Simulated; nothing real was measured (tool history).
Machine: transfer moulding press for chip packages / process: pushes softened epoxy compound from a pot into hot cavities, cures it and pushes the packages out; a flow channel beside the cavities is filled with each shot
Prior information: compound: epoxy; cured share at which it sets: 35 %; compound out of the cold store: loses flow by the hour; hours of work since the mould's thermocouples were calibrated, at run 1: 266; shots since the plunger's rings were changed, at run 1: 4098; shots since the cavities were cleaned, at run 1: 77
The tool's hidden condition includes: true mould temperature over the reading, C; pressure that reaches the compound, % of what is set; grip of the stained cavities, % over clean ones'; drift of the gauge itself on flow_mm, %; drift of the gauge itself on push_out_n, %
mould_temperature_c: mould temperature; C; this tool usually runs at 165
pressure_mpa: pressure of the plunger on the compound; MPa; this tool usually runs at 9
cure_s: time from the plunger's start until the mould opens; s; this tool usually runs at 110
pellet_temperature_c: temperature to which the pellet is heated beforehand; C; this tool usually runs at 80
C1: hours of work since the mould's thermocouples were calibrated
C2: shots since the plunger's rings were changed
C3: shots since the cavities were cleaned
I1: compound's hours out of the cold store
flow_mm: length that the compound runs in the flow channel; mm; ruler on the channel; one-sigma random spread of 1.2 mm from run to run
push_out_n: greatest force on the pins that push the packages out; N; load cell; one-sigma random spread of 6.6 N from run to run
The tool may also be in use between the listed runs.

run 1 hour=0 | mould_temperature_c=165 pressure_mpa=9 cure_s=110 pellet_temperature_c=80 | C1=266 C2=4098 C3=77 | I1=12.8 | flow_mm=742 push_out_n=310
run 2 hour=10.9 | mould_temperature_c=165 pressure_mpa=7.33 cure_s=110 pellet_temperature_c=80 | C1=272 C2=4197 C3=176 | I1=42.7 | flow_mm=578 push_out_n=329
run 3 hour=23.3 | mould_temperature_c=165 pressure_mpa=7.33 cure_s=110 pellet_temperature_c=80 | C1=279 C2=4309 C3=288 | I1=19.1 | flow_mm=651 push_out_n=346
-- hour=43.1 cavities cleaned with cleaning compound and waxed
run 4 hour=50.5 | mould_temperature_c=165 pressure_mpa=7.33 cure_s=110 pellet_temperature_c=80 | C1=294 C2=4543 C3=67 | I1=36.5 | flow_mm=595 push_out_n=473
run 5 hour=71.8 | mould_temperature_c=165 pressure_mpa=9 cure_s=149 pellet_temperature_c=80 | C1=306 C2=4736 C3=260 | I1=42.1 | flow_mm=640 push_out_n=402
-- hour=92.3 plunger's sealing rings changed
-- hour=97.5 cavities cleaned with cleaning compound and waxed
run 6 hour=97.6 | mould_temperature_c=165 pressure_mpa=9 cure_s=149 pellet_temperature_c=80 | C1=319 C2=35 C3=1 | I1=18.5 | flow_mm=744 push_out_n=234
run 7 hour=116.6 | mould_temperature_c=165 pressure_mpa=9 cure_s=149 pellet_temperature_c=80 | C1=330 C2=207 C3=173 | I1=35.5 | flow_mm=684 push_out_n=272
-- hour=128.5 cavities cleaned with cleaning compound and waxed, once more
run 8 hour=132.8 | mould_temperature_c=165 pressure_mpa=7 cure_s=110 pellet_temperature_c=80 | C1=338 C2=341 C3=39 | I1=16.4 | flow_mm=664 push_out_n=296
run 9 hour=156.5 | mould_temperature_c=165 pressure_mpa=7 cure_s=120 pellet_temperature_c=80 | C1=352 C2=556 C3=254 | I1=27 | flow_mm=625 push_out_n=317
run 10 hour=175.5 | mould_temperature_c=165 pressure_mpa=9 cure_s=110 pellet_temperature_c=80 | C1=363 C2=729 C3=427 | I1=14.2 | flow_mm=756 push_out_n=397
-- hour=180.9 cavities cleaned with cleaning compound and waxed
run 11 hour=188.4 | mould_temperature_c=165 pressure_mpa=9 cure_s=110 pellet_temperature_c=80 | C1=369 C2=831 C3=67 | I1=18.9 | flow_mm=738 push_out_n=287
run 12 hour=209.7 | mould_temperature_c=165 pressure_mpa=9 cure_s=110 pellet_temperature_c=80 | C1=381 C2=1025 C3=261 | I1=27.1 | flow_mm=709 push_out_n=354
run 13 hour=229.1 | mould_temperature_c=165 pressure_mpa=9 cure_s=110 pellet_temperature_c=80 | C1=393 C2=1201 C3=437 | I1=27.4 | flow_mm=705 push_out_n=397
-- hour=233 cavities cleaned with cleaning compound and waxed
run 14 hour=251.1 | mould_temperature_c=165 pressure_mpa=9 cure_s=110 pellet_temperature_c=80 | C1=404 C2=1387 C3=164 | I1=16.3 | flow_mm=743 push_out_n=316
run 15 hour=271.1 | mould_temperature_c=172 pressure_mpa=7.85 cure_s=123 pellet_temperature_c=80 | C1=416 C2=1569 C3=346 | I1=15 | flow_mm=682 push_out_n=316
-- hour=284 cavities cleaned with cleaning compound and waxed
run 16 hour=286.1 | mould_temperature_c=172 pressure_mpa=9.78 cure_s=123 pellet_temperature_c=82 | C1=424 C2=1691 C3=19 | I1=38.4 | flow_mm=679 push_out_n=234
run 17 hour=303.1 | mould_temperature_c=172 pressure_mpa=10.58 cure_s=130 pellet_temperature_c=86 | C1=433 C2=1845 C3=173 | I1=21.2 | flow_mm=765 push_out_n=264
run 18 hour=329.8 | mould_temperature_c=172 pressure_mpa=10.58 cure_s=130 pellet_temperature_c=86 | C1=449 C2=2088 C3=416 | I1=20.4 | flow_mm=766 push_out_n=310
-- hour=335.1 cavities cleaned with cleaning compound and waxed
run 19 hour=354.5 | mould_temperature_c=165 pressure_mpa=8.28 cure_s=110 pellet_temperature_c=77 | C1=462 C2=2298 C3=176 | I1=46.3 | flow_mm=612 push_out_n=308
run 20 hour=378 | mould_temperature_c=161 pressure_mpa=8.28 cure_s=110 pellet_temperature_c=79 | C1=476 C2=2512 C3=390 | I1=35.9 | flow_mm=653 push_out_n=448
-- hour=388.1 cavities cleaned with cleaning compound and waxed
run 21 hour=400.3 | mould_temperature_c=161 pressure_mpa=8.28 cure_s=110 pellet_temperature_c=79 | C1=487 C2=2700 C3=111 | I1=32.6 | flow_mm=664 push_out_n=379
run 22 hour=411.6 | mould_temperature_c=171 pressure_mpa=9 cure_s=150 pellet_temperature_c=80 | C1=494 C2=2802 C3=213 | I1=46.6 | flow_mm=623 push_out_n=294
run 23 hour=424.9 | mould_temperature_c=159 pressure_mpa=9.12 cure_s=110 pellet_temperature_c=80 | C1=502 C2=2923 C3=334 | I1=11.3 | flow_mm=780 push_out_n=542
run 24 hour=435.8 | mould_temperature_c=159 pressure_mpa=9.12 cure_s=110 pellet_temperature_c=80 | C1=508 C2=3023 C3=434 | I1=44.6 | flow_mm=660 push_out_n=549
-- hour=439.7 cavities cleaned with cleaning compound and waxed
run 25 hour=457 | mould_temperature_c=159 pressure_mpa=9.12 cure_s=110 pellet_temperature_c=80 | C1=519 C2=3201 C3=157 | I1=38.1 | flow_mm=680 push_out_n=439
run 26 hour=469.6 | mould_temperature_c=169 pressure_mpa=9.8 cure_s=120 pellet_temperature_c=80 | C1=526 C2=3315 C3=271 | I1=17.4 | flow_mm=750 push_out_n=310
run 27 hour=488.3 | mould_temperature_c=169 pressure_mpa=9.8 cure_s=120 pellet_temperature_c=80 | C1=537 C2=3485 C3=441 | I1=15.5 | flow_mm=757 push_out_n=335
-- hour=492.1 cavities cleaned with cleaning compound and waxed
run 28 hour=512.1 | mould_temperature_c=165 pressure_mpa=8.38 cure_s=136 pellet_temperature_c=82 | C1=550 C2=3688 C3=182 | I1=42.9 | flow_mm=620 push_out_n=269

Consider 3 possible next runs. They are alternatives, not a sequence: every one starts from the tool as it was left by run 28. What does each give?
run A hour=535.2 | mould_temperature_c=160 pressure_mpa=8.43 cure_s=110 pellet_temperature_c=80 | C1=563 C2=3897 C3=391 | I1=13.4 | flow_mm=? push_out_n=?
run B hour=535.2 | mould_temperature_c=165 pressure_mpa=8.87 cure_s=117 pellet_temperature_c=82 | C1=563 C2=3897 C3=391 | I1=14.5 | flow_mm=? push_out_n=?
run C hour=535.2 | mould_temperature_c=165 pressure_mpa=9.52 cure_s=136 pellet_temperature_c=82 | C1=563 C2=3897 C3=391 | I1=41 | flow_mm=? push_out_n=?

run=A flow_mm=732 push_out_n=523
run=B flow_mm=733 push_out_n=346
run=C flow_mm=667 push_out_n=311
With no hidden state in the tool, these same runs would have given:
run=A flow_mm=754 push_out_n=397
run=B flow_mm=755 push_out_n=254
run=C flow_mm=687 push_out_n=225

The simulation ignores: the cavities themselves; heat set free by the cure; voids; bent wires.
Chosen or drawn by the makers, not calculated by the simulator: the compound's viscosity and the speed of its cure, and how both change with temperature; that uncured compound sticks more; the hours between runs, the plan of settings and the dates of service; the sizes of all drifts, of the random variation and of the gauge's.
